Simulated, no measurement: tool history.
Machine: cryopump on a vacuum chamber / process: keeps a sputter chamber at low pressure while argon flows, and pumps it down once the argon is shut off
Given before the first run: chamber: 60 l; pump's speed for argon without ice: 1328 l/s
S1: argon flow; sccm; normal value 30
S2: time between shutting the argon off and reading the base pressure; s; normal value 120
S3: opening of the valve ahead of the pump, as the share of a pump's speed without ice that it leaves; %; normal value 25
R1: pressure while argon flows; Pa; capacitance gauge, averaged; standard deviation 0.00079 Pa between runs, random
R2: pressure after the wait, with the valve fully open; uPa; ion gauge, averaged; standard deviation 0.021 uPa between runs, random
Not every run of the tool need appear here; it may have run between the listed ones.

run	hour	S1	S2	S3	R1	R2
1	0.0	30	120	25	0.1542	0.98
2	48.9	30	120	58	0.0662	1.06
3	119.7	30	120	58	0.0669	1.09
4	157.6	30	120	58	0.0675	1.10
5	223.1	30	33	25	0.1544	1.91
6	261.7	30	120	25	0.1563	1.17
7	332.8	30	120	25	0.1559	1.19
8	365.8	30	120	25	0.1580	1.23
9	431.1	30	120	25	0.1557	1.31
10	469.2	21	120	43	0.0653	1.22
11	545.0	21	37	24	0.1154	1.95
12	620.9	21	37	24	0.1148	1.99
13	662.3	46	56	49	0.1296	1.66
14	725.3	25	170	27	0.1243	1.39
# hour 740.6: pump warmed up, emptied and cooled again
15	776.5	38	37	27	0.1795	1.93
16	823.4	16	120	46	0.0450	1.33
17	860.5	16	120	46	0.0451	1.37
18	907.3	42	120	28	0.1930	1.42

Some steps in R1, run to run, broken into two amounts with sign: the step expected even without the hidden condition (settings, incoming material, random variation), and the rest, left for the hidden condition together with whatever gauge scatter is not in both the measured and the hidden-condition-free result:
Hidden conditions of the tool in this case: pump's speed, % of a pump's without ice; cold plate's temperature, K; leak into the chamber, uPa l/s; drift of the gauge itself on working_pa, %; drift of the gauge itself on base_upa, %.
Run 12 -> 13: S1 21 -> 46, S2 37 -> 56, S3 24 -> 49. R1 +0.0148 Pa: hidden state +0.0058, all else +0.0090.
Run 17 -> 18: S1 16 -> 42, S3 46 -> 28. R1 +0.1479 Pa: hidden state +0.0019, all else +0.1460.

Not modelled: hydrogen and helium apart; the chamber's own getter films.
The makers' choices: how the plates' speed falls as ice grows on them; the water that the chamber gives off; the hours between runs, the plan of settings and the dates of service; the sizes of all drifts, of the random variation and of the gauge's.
